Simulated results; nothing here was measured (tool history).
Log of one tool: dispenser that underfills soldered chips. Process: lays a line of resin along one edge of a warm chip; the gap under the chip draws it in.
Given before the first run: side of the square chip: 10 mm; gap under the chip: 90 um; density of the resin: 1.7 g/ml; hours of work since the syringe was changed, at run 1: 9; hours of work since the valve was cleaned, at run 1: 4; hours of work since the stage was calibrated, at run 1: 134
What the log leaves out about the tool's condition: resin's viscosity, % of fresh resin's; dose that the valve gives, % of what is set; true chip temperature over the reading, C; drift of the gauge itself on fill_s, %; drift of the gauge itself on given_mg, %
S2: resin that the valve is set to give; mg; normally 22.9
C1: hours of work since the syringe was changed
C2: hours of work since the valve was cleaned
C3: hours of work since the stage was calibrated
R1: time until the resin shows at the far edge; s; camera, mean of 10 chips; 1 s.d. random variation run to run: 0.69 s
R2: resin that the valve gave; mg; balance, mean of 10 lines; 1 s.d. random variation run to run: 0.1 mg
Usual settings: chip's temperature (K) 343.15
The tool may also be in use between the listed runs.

{"run": 1, "hour": 0.0, "chip's temperature (K)": 343.15, "S2": 22.9, "C1": 9, "C2": 4, "C3": 134, "R1": 142.4, "R2": 22.87}
{"hour": 3.4, "done": "new syringe of resin"}
{"run": 2, "hour": 5.9, "chip's temperature (K)": 343.15, "S2": 22.9, "C1": 2, "C2": 8, "C3": 138, "R1": 76.9, "R2": 22.82}
{"run": 3, "hour": 8.9, "chip's temperature (K)": 343.15, "S2": 22.9, "C1": 4, "C2": 10, "C3": 140, "R1": 91.3, "R2": 22.83}
{"run": 4, "hour": 14.5, "chip's temperature (K)": 343.15, "S2": 22.9, "C1": 8, "C2": 14, "C3": 144, "R1": 131.5, "R2": 22.59}
{"run": 5, "hour": 17.1, "chip's temperature (K)": 343.15, "S2": 20.3, "C1": 10, "C2": 16, "C3": 146, "R1": 158.7, "R2": 19.98}
{"hour": 19.2, "done": "new syringe of resin"}
{"run": 6, "hour": 23.2, "chip's temperature (K)": 343.15, "S2": 20.3, "C1": 3, "C2": 20, "C3": 150, "R1": 85, "R2": 19.94}
{"run": 7, "hour": 27.3, "chip's temperature (K)": 343.15, "S2": 20.3, "C1": 6, "C2": 23, "C3": 153, "R1": 109.8, "R2": 19.68}
{"run": 8, "hour": 32.5, "chip's temperature (K)": 343.15, "S2": 20.3, "C1": 10, "C2": 27, "C3": 157, "R1": 153.1, "R2": 19.96}
{"hour": 34.9, "done": "new syringe of resin"}
{"run": 9, "hour": 37.1, "chip's temperature (K)": 357.15, "S2": 20.4, "C1": 2, "C2": 30, "C3": 160, "R1": 40.6, "R2": 19.86}
{"run": 10, "hour": 40.7, "chip's temperature (K)": 341.15, "S2": 22.9, "C1": 4, "C2": 33, "C3": 163, "R1": 102.4, "R2": 22.21}
{"run": 11, "hour": 44.6, "chip's temperature (K)": 341.15, "S2": 22.9, "C1": 7, "C2": 36, "C3": 166, "R1": 133, "R2": 22.2}
{"run": 12, "hour": 50.1, "chip's temperature (K)": 336.15, "S2": 24.3, "C1": 11, "C2": 40, "C3": 170, "R1": 236.6, "R2": 23.47}
{"hour": 50.9, "done": "new syringe of resin"}
{"run": 13, "hour": 55.6, "chip's temperature (K)": 336.15, "S2": 24.3, "C1": 3, "C2": 43, "C3": 173, "R1": 121.2, "R2": 23.44}
{"run": 14, "hour": 58.8, "chip's temperature (K)": 356.15, "S2": 21.8, "C1": 6, "C2": 46, "C3": 176, "R1": 60.1, "R2": 20.88}
{"run": 15, "hour": 63.0, "chip's temperature (K)": 329.15, "S2": 22.9, "C1": 9, "C2": 49, "C3": 179, "R1": 285.7, "R2": 21.94}
{"hour": 66.6, "done": "new syringe of resin"}
{"run": 16, "hour": 67.2, "chip's temperature (K)": 345.15, "S2": 21.3, "C1": 0, "C2": 52, "C3": 182, "R1": 61.5, "R2": 20.27}

Describe how what the log doesn't record of the tool's condition differs between the last listed run preceding each entry between runs and the first listed run following it.
After run 1, before run 2: new syringe of resin (hour 3.4)
  resin's viscosity, % of fresh resin's: 224.1 -> 117.3; dose that the valve gives, % of what is set: 99.7 -> 99.33; true chip temperature over the reading, C: -0.45 -> -0.47
  measured value less the no-hidden-state value, R1: +79.8 -> +12.8 s; R2: -0.07 -> -0.15 mg
After run 5, before run 6: new syringe of resin (hour 19.2)
  resin's viscosity, % of fresh resin's: 239 -> 128.5; dose that the valve gives, % of what is set: 98.62 -> 98.25; true chip temperature over the reading, C: -0.5 -> -0.51
  measured value less the no-hidden-state value, R1: +94 -> +20.7 s; R2: -0.27 -> -0.36 mg
After run 8, before run 9: new syringe of resin (hour 34.9)
  resin's viscosity, % of fresh resin's: 232.9 -> 115.1; dose that the valve gives, % of what is set: 97.68 -> 97.4; true chip temperature over the reading, C: -0.54 -> -0.55
  measured value less the no-hidden-state value, R1: +89.5 -> +6.5 s; R2: -0.48 -> -0.53 mg
After run 12, before run 13: new syringe of resin (hour 50.9)
  resin's viscosity, % of fresh resin's: 263.6 -> 137.3; dose that the valve gives, % of what is set: 96.61 -> 96.28; true chip temperature over the reading, C: -0.58 -> -0.6
  measured value less the no-hidden-state value, R1: +149.6 -> +36 s; R2: -0.82 -> -0.9 mg
After run 15, before run 16: new syringe of resin (hour 66.6)
  resin's viscosity, % of fresh resin's: 219.5 -> 102; dose that the valve gives, % of what is set: 95.83 -> 95.59; true chip temperature over the reading, C: -0.62 -> -0.63
  measured value less the no-hidden-state value, R1: +160.3 -> +3.5 s; R2: -0.96 -> -0.93 mg

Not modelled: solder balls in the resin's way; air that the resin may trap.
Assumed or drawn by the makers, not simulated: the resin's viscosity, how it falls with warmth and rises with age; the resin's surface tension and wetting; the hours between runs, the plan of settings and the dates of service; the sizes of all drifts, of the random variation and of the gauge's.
